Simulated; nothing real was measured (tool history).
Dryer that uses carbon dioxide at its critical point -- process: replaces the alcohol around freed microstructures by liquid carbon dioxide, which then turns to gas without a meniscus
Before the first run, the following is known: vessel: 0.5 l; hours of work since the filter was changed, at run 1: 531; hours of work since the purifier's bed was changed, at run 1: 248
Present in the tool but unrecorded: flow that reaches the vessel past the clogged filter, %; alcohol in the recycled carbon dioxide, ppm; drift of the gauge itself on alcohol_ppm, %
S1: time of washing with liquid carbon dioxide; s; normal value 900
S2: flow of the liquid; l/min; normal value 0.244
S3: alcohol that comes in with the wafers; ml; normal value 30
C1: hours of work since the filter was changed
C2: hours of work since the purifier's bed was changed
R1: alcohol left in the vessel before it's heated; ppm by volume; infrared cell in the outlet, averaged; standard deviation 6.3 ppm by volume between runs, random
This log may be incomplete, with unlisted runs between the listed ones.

run	hour	S1	S2	S3	C1	C2	R1
1	0.0	900	0.244	30	531	248	460
# hour 17.3: inlet filter changed
2	22.9	900	0.244	30	3	258	318
3	35.9	720	0.244	30	9	264	822
4	54.0	900	0.244	30	17	273	315
5	71.5	900	0.244	30	25	281	313
6	95.0	900	0.244	30	36	291	325
7	118.8	900	0.244	24	46	302	278
8	129.3	1380	0.244	74	51	307	101
9	146.4	660	0.168	30	59	315	4029
10	165.9	660	0.373	30	68	324	201
11	189.6	660	0.373	30	79	335	199
12	209.3	840	0.179	40	88	344	2133

What will run 13 give?
13	224.0	900	0.326	42	95	351	?

R1: 128 ppm by volume
The same run, on a tool lacking any hidden state, would have yielded R1 54 ppm by volume.
